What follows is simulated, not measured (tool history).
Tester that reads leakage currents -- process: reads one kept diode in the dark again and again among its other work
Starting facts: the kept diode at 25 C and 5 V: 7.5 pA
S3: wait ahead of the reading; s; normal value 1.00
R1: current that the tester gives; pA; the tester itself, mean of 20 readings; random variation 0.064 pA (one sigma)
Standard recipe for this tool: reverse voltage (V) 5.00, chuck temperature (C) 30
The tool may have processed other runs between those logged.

run 1 hour=0.0 | reverse_voltage_(V)=5.00 chuck_temperature_(C)=30 S3=1.00 | R1=16.10
run 2 hour=44.8 | reverse_voltage_(V)=4.36 chuck_temperature_(C)=30 S3=1.00 | R1=15.12
run 3 hour=72.8 | reverse_voltage_(V)=4.36 chuck_temperature_(C)=30 S3=1.00 | R1=15.09
run 4 hour=116.4 | reverse_voltage_(V)=4.36 chuck_temperature_(C)=30 S3=1.00 | R1=15.20
run 5 hour=163.7 | reverse_voltage_(V)=5.00 chuck_temperature_(C)=30 S3=1.00 | R1=16.26
run 6 hour=202.2 | reverse_voltage_(V)=5.00 chuck_temperature_(C)=41 S3=1.00 | R1=34.60
run 7 hour=232.1 | reverse_voltage_(V)=5.00 chuck_temperature_(C)=41 S3=1.00 | R1=34.53
run 8 hour=278.8 | reverse_voltage_(V)=5.00 chuck_temperature_(C)=41 S3=1.00 | R1=34.58
run 9 hour=314.8 | reverse_voltage_(V)=5.00 chuck_temperature_(C)=41 S3=1.00 | R1=34.75
run 10 hour=357.7 | reverse_voltage_(V)=7.00 chuck_temperature_(C)=30 S3=1.00 | R1=20.17
run 11 hour=413.2 | reverse_voltage_(V)=5.00 chuck_temperature_(C)=30 S3=1.00 | R1=16.71
run 12 hour=450.4 | reverse_voltage_(V)=5.00 chuck_temperature_(C)=30 S3=1.00 | R1=16.78
run 13 hour=497.2 | reverse_voltage_(V)=5.00 chuck_temperature_(C)=30 S3=1.00 | R1=16.85
run 14 hour=533.2 | reverse_voltage_(V)=5.00 chuck_temperature_(C)=30 S3=0.37 | R1=19.50
run 15 hour=570.0 | reverse_voltage_(V)=5.00 chuck_temperature_(C)=30 S3=0.37 | R1=19.37
run 16 hour=623.3 | reverse_voltage_(V)=5.00 chuck_temperature_(C)=30 S3=1.00 | R1=17.03
run 17 hour=678.7 | reverse_voltage_(V)=5.00 chuck_temperature_(C)=30 S3=1.00 | R1=17.06
run 18 hour=708.2 | reverse_voltage_(V)=5.00 chuck_temperature_(C)=30 S3=1.00 | R1=17.03
-- hour=718.0 probe card cleaned and baked
run 19 hour=759.2 | reverse_voltage_(V)=5.00 chuck_temperature_(C)=30 S3=0.48 | R1=13.50
run 20 hour=788.8 | reverse_voltage_(V)=5.00 chuck_temperature_(C)=30 S3=0.48 | R1=13.52
run 21 hour=818.5 | reverse_voltage_(V)=5.00 chuck_temperature_(C)=30 S3=6.20 | R1=10.58
run 22 hour=872.4 | reverse_voltage_(V)=5.00 chuck_temperature_(C)=30 S3=6.20 | R1=10.76
run 23 hour=895.0 | reverse_voltage_(V)=7.62 chuck_temperature_(C)=28 S3=4.63 | R1=10.89
run 24 hour=928.1 | reverse_voltage_(V)=7.62 chuck_temperature_(C)=28 S3=4.63 | R1=11.10
run 25 hour=955.9 | reverse_voltage_(V)=13.34 chuck_temperature_(C)=28 S3=1.28 | R1=16.46
run 26 hour=1006.5 | reverse_voltage_(V)=3.54 chuck_temperature_(C)=34 S3=1.00 | R1=14.29
run 27 hour=1031.4 | reverse_voltage_(V)=3.54 chuck_temperature_(C)=34 S3=1.00 | R1=14.25
run 28 hour=1061.0 | reverse_voltage_(V)=5.00 chuck_temperature_(C)=28 S3=1.00 | R1=10.66
-- hour=1080.9 chuck's temperature calibrated
run 29 hour=1089.5 | reverse_voltage_(V)=11.13 chuck_temperature_(C)=30 S3=1.00 | R1=21.48
run 30 hour=1119.6 | reverse_voltage_(V)=11.13 chuck_temperature_(C)=30 S3=1.00 | R1=21.71
run 31 hour=1172.6 | reverse_voltage_(V)=11.13 chuck_temperature_(C)=30 S3=1.00 | R1=21.95
run 32 hour=1210.1 | reverse_voltage_(V)=7.35 chuck_temperature_(C)=27 S3=0.39 | R1=18.07
run 33 hour=1263.5 | reverse_voltage_(V)=6.52 chuck_temperature_(C)=30 S3=0.38 | R1=20.08

Each row is a separate what-if for the run after 33, all from the same tool condition, not one after another. Results?
run A hour=1312.6 | reverse_voltage_(V)=6.47 chuck_temperature_(C)=29 S3=1.00 | R1=?
run B hour=1312.6 | reverse_voltage_(V)=2.36 chuck_temperature_(C)=30 S3=3.52 | R1=?
run C hour=1312.6 | reverse_voltage_(V)=1.22 chuck_temperature_(C)=30 S3=1.93 | R1=?
run D hour=1312.6 | reverse_voltage_(V)=1.98 chuck_temperature_(C)=28 S3=6.56 | R1=?
run E hour=1312.6 | reverse_voltage_(V)=5.00 chuck_temperature_(C)=30 S3=6.20 | R1=?

run=A R1=15.73
run=B R1=10.15
run=C R1=7.97
run=D R1=7.99
run=E R1=13.67
With the hidden condition removed and each run's random variation left untouched, the same runs would have given:
run=A R1=13.75
run=B R1=9.58
run=C R1=7.75
run=D R1=7.49
run=E R1=12.23
